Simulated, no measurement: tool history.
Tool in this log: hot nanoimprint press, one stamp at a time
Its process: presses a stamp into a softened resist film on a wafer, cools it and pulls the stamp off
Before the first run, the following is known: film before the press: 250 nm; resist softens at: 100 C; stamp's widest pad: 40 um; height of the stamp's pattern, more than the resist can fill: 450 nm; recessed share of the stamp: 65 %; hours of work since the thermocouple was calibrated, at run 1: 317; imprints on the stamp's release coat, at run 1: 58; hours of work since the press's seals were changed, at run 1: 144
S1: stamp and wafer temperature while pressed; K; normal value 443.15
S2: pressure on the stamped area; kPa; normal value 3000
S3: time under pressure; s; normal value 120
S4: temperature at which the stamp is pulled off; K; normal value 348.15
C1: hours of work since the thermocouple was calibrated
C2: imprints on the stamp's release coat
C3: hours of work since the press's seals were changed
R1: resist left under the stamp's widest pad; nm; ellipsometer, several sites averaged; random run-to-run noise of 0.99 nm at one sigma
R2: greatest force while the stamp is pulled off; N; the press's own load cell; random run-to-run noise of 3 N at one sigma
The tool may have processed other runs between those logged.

| run | day | S1 | S2 | S3 | S4 | C1 | C2 | C3 | R1 | R2 |
|---|---|---|---|---|---|---|---|---|---|---|
| 1 | 0 | 443.15 | 3000 | 120 | 348.15 | 317 | 58 | 144 | 142.4 | 143 |
| 2 | 3.354 | 443.15 | 3000 | 120 | 348.15 | 350 | 204 | 177 | 143.2 | 141 |
| 3 | 6.571 | 443.15 | 3000 | 120 | 349.15 | 382 | 345 | 209 | 142.2 | 142 |
| 4 | 9.738 | 443.15 | 3000 | 120 | 349.15 | 414 | 483 | 241 | 143.5 | 145 |
| 5 | 13.633 | 443.15 | 3000 | 224 | 348.15 | 452 | 654 | 279 | 117.8 | 139 |
|  | 16.625 | stamp cleaned and given a new release coat |
| 6 | 16.625 | 432.15 | 3000 | 120 | 348.15 | 479 | 0 | 307 | 202.6 | 146 |
| 7 | 18.792 | 443.15 | 3000 | 120 | 348.15 | 501 | 94 | 328 | 142.2 | 147 |
| 8 | 23.058 | 443.15 | 3000 | 120 | 348.15 | 543 | 281 | 371 | 142.3 | 144 |
| 9 | 25.333 | 443.15 | 3000 | 120 | 348.15 | 566 | 380 | 393 | 143.4 | 148 |
|  | 26.267 | plate thermocouple calibrated |
| 10 | 29.7 | 443.15 | 4780 | 120 | 350.15 | 34 | 566 | 435 | 111.9 | 143 |
| 11 | 33.046 | 451.15 | 4780 | 120 | 336.15 | 67 | 712 | 469 | 80.9 | 163 |
|  | 34.808 | stamp cleaned and given a new release coat |
| 12 | 35.388 | 451.15 | 4780 | 120 | 336.15 | 88 | 25 | 489 | 82.9 | 163 |
| 13 | 37.238 | 451.15 | 4780 | 120 | 336.15 | 106 | 106 | 508 | 81.6 | 162 |
| 14 | 41.604 | 451.15 | 3010 | 98 | 351.15 | 150 | 297 | 551 | 113.6 | 140 |
| 15 | 45.646 | 454.15 | 2010 | 190 | 348.15 | 190 | 474 | 591 | 105.3 | 152 |
| 16 | 48.212 | 443.15 | 2620 | 120 | 348.15 | 215 | 586 | 617 | 153.1 | 143 |
| 17 | 51.817 | 444.15 | 3000 | 143 | 348.15 | 251 | 744 | 652 | 131.8 | 139 |
|  | 52.767 | stamp cleaned and given a new release coat |
| 18 | 55.412 | 444.15 | 2610 | 146 | 349.15 | 284 | 116 | 686 | 140.4 | 142 |

Predict each of these 5 candidate next runs independently; none follows another, all start after run 18:
| A | 59.508 | 443.15 | 3420 | 86 | 348.15 | 325 | 295 | 726 | ? | ? |
| B | 59.508 | 443.15 | 1810 | 87 | 348.15 | 325 | 295 | 726 | ? | ? |
| C | 59.508 | 435.15 | 2610 | 152 | 349.15 | 325 | 295 | 726 | ? | ? |
| D | 59.508 | 444.15 | 2610 | 182 | 341.15 | 325 | 295 | 726 | ? | ? |
| E | 59.508 | 448.15 | 3000 | 120 | 349.15 | 325 | 295 | 726 | ? | ? |

| run | R1 | R2 |
|---|---|---|
| A | 148 | 145 |
| B | 195 | 145 |
| C | 185.3 | 137 |
| D | 130.1 | 154 |
| E | 120.3 | 142 |
With the hidden condition removed and each run's random variation left untouched, the same runs would have given:
| run | R1 | R2 |
|---|---|---|
| A | 147.7 | 145 |
| B | 194.9 | 145 |
| C | 185.1 | 137 |
| D | 129.9 | 153 |
| E | 120.1 | 141 |
